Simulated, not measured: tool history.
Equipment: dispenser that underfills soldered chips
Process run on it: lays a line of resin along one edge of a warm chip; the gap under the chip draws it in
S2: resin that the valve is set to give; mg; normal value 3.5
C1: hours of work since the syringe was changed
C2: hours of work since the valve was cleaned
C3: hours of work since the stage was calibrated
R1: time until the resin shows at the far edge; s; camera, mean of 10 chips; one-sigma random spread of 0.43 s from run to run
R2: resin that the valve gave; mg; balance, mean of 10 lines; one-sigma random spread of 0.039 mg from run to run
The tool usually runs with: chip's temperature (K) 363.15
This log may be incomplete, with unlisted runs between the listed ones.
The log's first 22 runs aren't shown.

{"run": 23, "hour": 99.5, "chip's temperature (K)": 363.15, "S2": 3.53, "C1": 5, "C2": 6, "C3": 82, "R1": 38, "R2": 3.48}
{"run": 24, "hour": 102.1, "chip's temperature (K)": 350.15, "S2": 3.78, "C1": 6, "C2": 7, "C3": 83, "R1": 62, "R2": 3.74}
{"hour": 105.6, "done": "new syringe of resin"}
{"run": 25, "hour": 107.2, "chip's temperature (K)": 351.15, "S2": 4.29, "C1": 1, "C2": 10, "C3": 86, "R1": 50.4, "R2": 4.19}
{"run": 26, "hour": 112.8, "chip's temperature (K)": 354.15, "S2": 3.17, "C1": 4, "C2": 14, "C3": 90, "R1": 50.3, "R2": 3.18}
{"run": 27, "hour": 117.4, "chip's temperature (K)": 365.15, "S2": 4.41, "C1": 7, "C2": 16, "C3": 93, "R1": 36.1, "R2": 4.33}
{"hour": 119.7, "done": "new syringe of resin"}
{"run": 28, "hour": 122.2, "chip's temperature (K)": 363.15, "S2": 3.64, "C1": 1, "C2": 19, "C3": 95, "R1": 31.8, "R2": 3.62}
{"run": 29, "hour": 127.8, "chip's temperature (K)": 353.15, "S2": 4.43, "C1": 5, "C2": 22, "C3": 99, "R1": 52.6, "R2": 4.33}
{"run": 30, "hour": 132.0, "chip's temperature (K)": 372.15, "S2": 4.27, "C1": 7, "C2": 25, "C3": 101, "R1": 29, "R2": 4.17}
{"hour": 133.8, "done": "new syringe of resin"}
{"run": 31, "hour": 137.2, "chip's temperature (K)": 372.15, "S2": 4.27, "C1": 2, "C2": 28, "C3": 104, "R1": 24.1, "R2": 4.12}
{"run": 32, "hour": 140.2, "chip's temperature (K)": 351.15, "S2": 3.18, "C1": 4, "C2": 30, "C3": 106, "R1": 56.5, "R2": 3.05}
{"run": 33, "hour": 144.7, "chip's temperature (K)": 351.15, "S2": 3.18, "C1": 7, "C2": 32, "C3": 109, "R1": 61.2, "R2": 3.13}
{"hour": 147.8, "done": "new syringe of resin"}
{"run": 34, "hour": 150.2, "chip's temperature (K)": 351.15, "S2": 3.18, "C1": 1, "C2": 36, "C3": 112, "R1": 53.4, "R2": 3.07}
{"run": 35, "hour": 152.6, "chip's temperature (K)": 351.15, "S2": 3.5, "C1": 3, "C2": 37, "C3": 113, "R1": 53.9, "R2": 3.4}
{"run": 36, "hour": 156.6, "chip's temperature (K)": 374.15, "S2": 3.69, "C1": 5, "C2": 39, "C3": 116, "R1": 24.6, "R2": 3.51}
{"hour": 161.7, "done": "new syringe of resin"}
{"run": 37, "hour": 161.8, "chip's temperature (K)": 361.15, "S2": 3.07, "C1": 0, "C2": 42, "C3": 119, "R1": 34.9, "R2": 2.95}

Alternative continuations, all from the tool just after run 37; predict every row:
{"run": "A", "hour": 165.8, "chip's temperature (K)": 361.15, "S2": 3.94, "C1": 2, "C2": 45, "C3": 121, "R1": "?", "R2": "?"}
{"run": "B", "hour": 165.8, "chip's temperature (K)": 363.15, "S2": 4.32, "C1": 2, "C2": 45, "C3": 121, "R1": "?", "R2": "?"}
{"run": "C", "hour": 165.8, "chip's temperature (K)": 356.15, "S2": 3.47, "C1": 2, "C2": 45, "C3": 121, "R1": "?", "R2": "?"}

run=A R1=36.3 R2=3.74
run=B R1=33.2 R2=4.14
run=C R1=43.3 R2=3.34
Had the tool no hidden state, the same runs would have come out as:
run=A R1=33.8 R2=3.92
run=B R1=31 R2=4.33
run=C R1=40.2 R2=3.49
